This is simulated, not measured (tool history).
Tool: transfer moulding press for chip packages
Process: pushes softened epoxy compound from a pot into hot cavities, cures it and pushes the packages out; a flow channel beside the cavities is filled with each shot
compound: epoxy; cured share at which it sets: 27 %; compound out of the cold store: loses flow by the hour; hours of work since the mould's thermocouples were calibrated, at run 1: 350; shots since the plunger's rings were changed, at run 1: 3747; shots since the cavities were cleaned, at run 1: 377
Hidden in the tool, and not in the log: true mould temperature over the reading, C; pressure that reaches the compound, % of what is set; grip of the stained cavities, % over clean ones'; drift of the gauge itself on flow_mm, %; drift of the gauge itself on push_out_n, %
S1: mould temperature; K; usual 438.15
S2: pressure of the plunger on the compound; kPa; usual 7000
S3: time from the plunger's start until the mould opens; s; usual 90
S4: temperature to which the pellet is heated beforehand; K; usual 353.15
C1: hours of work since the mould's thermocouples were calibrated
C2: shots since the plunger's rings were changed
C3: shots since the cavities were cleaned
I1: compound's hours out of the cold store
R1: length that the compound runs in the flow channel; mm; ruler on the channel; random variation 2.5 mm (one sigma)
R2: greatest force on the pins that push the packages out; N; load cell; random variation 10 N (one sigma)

run	hour	S1	S2	S3	S4	C1	C2	C3	I1	R1	R2
1	0	438.15	7000	90	353.15	350	3747	377	32.1	470	814
# hour 6.5: plunger's sealing rings changed
# hour 32.8: cavities cleaned with cleaning compound and waxed
2	56.9	438.15	7000	90	353.15	392	680	336	38.3	473	819
# hour 86.3: cavities cleaned with cleaning compound and waxed
3	88.6	438.15	7000	90	353.15	415	1100	33	9.8	520	538
4	122.1	438.15	7000	90	353.15	442	1565	498	41.3	468	898
# hour 141.3: cavities cleaned with cleaning compound and waxed
5	168.9	438.15	7000	90	353.15	477	2195	384	13.8	505	862
# hour 195.6: cavities cleaned with cleaning compound and waxed
6	202.4	438.15	7000	90	353.15	502	2640	94	13.5	504	638
# hour 248.3: cavities cleaned with cleaning compound and waxed
7	259	438.15	7000	90	347.15	545	3406	148	25.2	484	712
# hour 289.9: plunger's sealing rings changed
8	300.1	438.15	7000	90	347.15	575	142	685	26	501	1034
# hour 306.8: cavities cleaned with cleaning compound and waxed
9	347.5	438.15	7000	112	353.15	611	780	565	25.9	496	736
# hour 361: cavities cleaned with cleaning compound and waxed
10	378.7	438.15	7000	90	353.15	634	1194	247	20.7	507	750
# hour 413.9: cavities cleaned with cleaning compound and waxed
11	422.2	438.15	7000	90	353.15	667	1777	116	28.8	485	648
12	455.8	439.15	7000	90	353.15	693	2245	584	25.7	483	961
# hour 467.2: cavities cleaned with cleaning compound and waxed
13	488.8	438.15	7000	90	353.15	718	2682	300	19.1	497	845
# hour 523.2: cavities cleaned with cleaning compound and waxed
14	523.2	438.15	7000	90	353.15	744	3139	0	11.5	509	539
15	554.2	438.15	7000	90	353.15	768	3571	432	39.9	458	924
# hour 573.5: plunger's sealing rings changed
# hour 578.3: cavities cleaned with cleaning compound and waxed
16	597.7	438.15	7640	124	353.15	799	314	269	25.8	527	618
# hour 603.2: mould's thermocouples calibrated
17	624.4	438.15	6970	105	353.15	17	658	613	23.4	499	764
# hour 632.9: cavities cleaned with cleaning compound and waxed
18	663.6	432.15	6970	103	353.15	46	1183	427	13.4	521	904
# hour 687.9: cavities cleaned with cleaning compound and waxed
19	716.6	438.15	7000	111	353.15	86	1899	399	9.1	514	671
# hour 742.2: cavities cleaned with cleaning compound and waxed
20	747	442.15	7000	119	354.15	109	2300	67	47.6	445	431
21	780.2	442.15	7000	119	354.15	135	2761	528	22.5	488	711
# hour 795.5: cavities cleaned with cleaning compound and waxed
22	809	442.15	7000	119	354.15	156	3142	189	43.5	448	546
# hour 848.7: cavities cleaned with cleaning compound and waxed
# hour 862.4: plunger's sealing rings changed
23	862.4	432.15	6010	92	362.15	195	0	155	18.8	483	913
# hour 905.3: cavities cleaned with cleaning compound and waxed
24	917.5	431.15	6010	92	353.15	237	745	169	14.6	492	1018
# hour 960.1: cavities cleaned with cleaning compound and waxed
25	972.4	438.15	7000	81	344.15	279	1488	171	36.1	476	808
# hour 1015.7: cavities cleaned with cleaning compound and waxed
26	1025.9	436.15	6270	90	353.15	319	2211	143	24.4	464	716
# hour 1070.9: cavities cleaned with cleaning compound and waxed
27	1078	442.15	6270	120	346.15	359	2914	98	27.6	447	480

3 ways to go on from here, each from the tool as it stands after run 27. What would each give?
A	1112.2	436.15	6270	73	349.15	385	3390	574	34.2	?	?
B	1112.2	433.15	6270	120	352.15	385	3390	574	38.5	?	?
C	1112.2	442.15	6270	76	346.15	385	3390	574	8.5	?	?

run	R1	R2
A	448	1620
B	445	780
C	472	1040
Without the tool's hidden state the same runs would have given:
run	R1	R2
A	465	827
B	462	405
C	490	534
